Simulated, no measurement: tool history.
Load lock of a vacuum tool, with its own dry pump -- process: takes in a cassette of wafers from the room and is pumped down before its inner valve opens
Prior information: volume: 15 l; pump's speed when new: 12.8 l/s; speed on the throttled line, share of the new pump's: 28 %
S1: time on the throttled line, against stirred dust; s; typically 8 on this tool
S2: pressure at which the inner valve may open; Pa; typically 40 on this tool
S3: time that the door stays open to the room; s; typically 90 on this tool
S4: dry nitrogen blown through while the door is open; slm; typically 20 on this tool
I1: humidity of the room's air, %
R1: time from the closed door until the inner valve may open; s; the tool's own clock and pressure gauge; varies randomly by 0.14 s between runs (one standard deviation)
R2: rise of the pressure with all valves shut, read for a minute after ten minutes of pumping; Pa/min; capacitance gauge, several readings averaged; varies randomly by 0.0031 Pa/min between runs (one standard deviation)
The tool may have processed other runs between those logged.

{"run": 1, "hour": 0.0, "S1": 8, "S2": 40, "S3": 90, "S4": 20, "I1": 45.3, "R1": 15.4, "R2": 0.063}
{"run": 2, "hour": 412.4, "S1": 8, "S2": 40, "S3": 90, "S4": 20, "I1": 45.9, "R1": 14.7, "R2": 0.074}
{"run": 3, "hour": 648.1, "S1": 8, "S2": 40, "S3": 90, "S4": 20, "I1": 42.9, "R1": 14.9, "R2": 0.066}
{"run": 4, "hour": 921.8, "S1": 8, "S2": 40, "S3": 90, "S4": 20, "I1": 44.3, "R1": 15.2, "R2": 0.065}
{"run": 5, "hour": 1428.6, "S1": 8, "S2": 40, "S3": 90, "S4": 20, "I1": 43.4, "R1": 14.7, "R2": 0.066}
{"run": 6, "hour": 1910.4, "S1": 8, "S2": 40, "S3": 90, "S4": 20, "I1": 45.2, "R1": 15.2, "R2": 0.067}
{"run": 7, "hour": 2325.6, "S1": 8, "S2": 40, "S3": 90, "S4": 20, "I1": 44.0, "R1": 15.1, "R2": 0.062}
{"run": 8, "hour": 2742.8, "S1": 8, "S2": 40, "S3": 90, "S4": 20, "I1": 44.2, "R1": 14.9, "R2": 0.068}
{"run": 9, "hour": 2987.2, "S1": 8, "S2": 40, "S3": 90, "S4": 20, "I1": 45.2, "R1": 14.8, "R2": 0.069}
{"run": 10, "hour": 3383.3, "S1": 8, "S2": 40, "S3": 90, "S4": 20, "I1": 44.9, "R1": 14.8, "R2": 0.067}
{"run": 11, "hour": 3918.3, "S1": 8, "S2": 40, "S3": 90, "S4": 20, "I1": 46.0, "R1": 15.1, "R2": 0.068}
{"run": 12, "hour": 4318.5, "S1": 8, "S2": 40, "S3": 90, "S4": 15, "I1": 44.2, "R1": 15.0, "R2": 0.072}
{"hour": 4725.4, "done": "door's seal changed, seat wiped"}
{"run": 13, "hour": 4753.7, "S1": 8, "S2": 40, "S3": 90, "S4": 10, "I1": 44.7, "R1": 14.8, "R2": 0.084}
{"run": 14, "hour": 5286.7, "S1": 8, "S2": 40, "S3": 90, "S4": 10, "I1": 43.6, "R1": 14.9, "R2": 0.075}
{"run": 15, "hour": 5610.8, "S1": 8, "S2": 40, "S3": 90, "S4": 10, "I1": 45.4, "R1": 15.1, "R2": 0.079}
{"run": 16, "hour": 6138.2, "S1": 8, "S2": 40, "S3": 90, "S4": 20, "I1": 44.7, "R1": 14.7, "R2": 0.069}
{"run": 17, "hour": 6408.7, "S1": 8, "S2": 40, "S3": 90, "S4": 20, "I1": 45.1, "R1": 14.9, "R2": 0.067}
{"run": 18, "hour": 6787.6, "S1": 8, "S2": 40, "S3": 30, "S4": 20, "I1": 45.9, "R1": 15.0, "R2": 0.054}
{"run": 19, "hour": 7278.6, "S1": 8, "S2": 40, "S3": 30, "S4": 20, "I1": 47.0, "R1": 14.9, "R2": 0.047}
{"run": 20, "hour": 7638.2, "S1": 8, "S2": 68, "S3": 78, "S4": 20, "I1": 43.1, "R1": 14.4, "R2": 0.062}
{"run": 21, "hour": 7966.5, "S1": 8, "S2": 40, "S3": 106, "S4": 8, "I1": 43.1, "R1": 14.9, "R2": 0.084}
{"run": 22, "hour": 8397.5, "S1": 11, "S2": 64, "S3": 99, "S4": 8, "I1": 45.5, "R1": 16.7, "R2": 0.083}
{"run": 23, "hour": 8880.9, "S1": 11, "S2": 64, "S3": 44, "S4": 8, "I1": 45.4, "R1": 16.7, "R2": 0.068}
{"run": 24, "hour": 9205.3, "S1": 8, "S2": 40, "S3": 27, "S4": 20, "I1": 44.4, "R1": 14.7, "R2": 0.046}
{"run": 25, "hour": 9451.5, "S1": 8, "S2": 68, "S3": 90, "S4": 42, "I1": 42.7, "R1": 14.3, "R2": 0.051}
{"run": 26, "hour": 9803.2, "S1": 8, "S2": 38, "S3": 73, "S4": 20, "I1": 49.4, "R1": 14.9, "R2": 0.07}
{"run": 27, "hour": 10092.7, "S1": 11, "S2": 72, "S3": 114, "S4": 20, "I1": 46.0, "R1": 16.3, "R2": 0.075}
{"run": 28, "hour": 10587.0, "S1": 6, "S2": 42, "S3": 114, "S4": 15, "I1": 47.8, "R1": 13.4, "R2": 0.084}
{"run": 29, "hour": 10836.7, "S1": 7, "S2": 30, "S3": 57, "S4": 24, "I1": 45.3, "R1": 14.6, "R2": 0.053}
{"run": 30, "hour": 11180.9, "S1": 8, "S2": 40, "S3": 102, "S4": 28, "I1": 47.5, "R1": 15.0, "R2": 0.064}
{"hour": 11545.1, "done": "dry pump taken out, an overhauled one fitted"}
{"run": 31, "hour": 11606.6, "S1": 10, "S2": 40, "S3": 90, "S4": 4, "I1": 42.2, "R1": 16.6, "R2": 0.088}
{"run": 32, "hour": 11834.4, "S1": 10, "S2": 57, "S3": 49, "S4": 12, "I1": 45.3, "R1": 16.0, "R2": 0.062}
{"run": 33, "hour": 12338.0, "S1": 13, "S2": 57, "S3": 49, "S4": 12, "I1": 47.5, "R1": 18.2, "R2": 0.065}
{"run": 34, "hour": 12620.2, "S1": 13, "S2": 51, "S3": 147, "S4": 12, "I1": 46.4, "R1": 18.0, "R2": 0.095}
{"run": 35, "hour": 12923.0, "S1": 13, "S2": 51, "S3": 147, "S4": 12, "I1": 47.9, "R1": 18.0, "R2": 0.095}
{"run": 36, "hour": 13245.1, "S1": 8, "S2": 40, "S3": 233, "S4": 20, "I1": 45.9, "R1": 15.0, "R2": 0.093}

Predict each of these 3 candidate next runs independently; none follows another, all start after run 36:
{"run": "A", "hour": 13620.9, "S1": 15, "S2": 40, "S3": 49, "S4": 19, "I1": 48.0, "R1": "?", "R2": "?"}
{"run": "B", "hour": 13620.9, "S1": 12, "S2": 30, "S3": 185, "S4": 20, "I1": 43.6, "R1": "?", "R2": "?"}
{"run": "C", "hour": 13620.9, "S1": 8, "S2": 31, "S3": 233, "S4": 18, "I1": 49.4, "R1": "?", "R2": "?"}

run=A R1=19.9 R2=0.064
run=B R1=18.2 R2=0.085
run=C R1=15.1 R2=0.104
With no hidden state in the tool, these same runs would have given:
run=A R1=19.9 R2=0.064
run=B R1=18.2 R2=0.084
run=C R1=15.1 R2=0.104
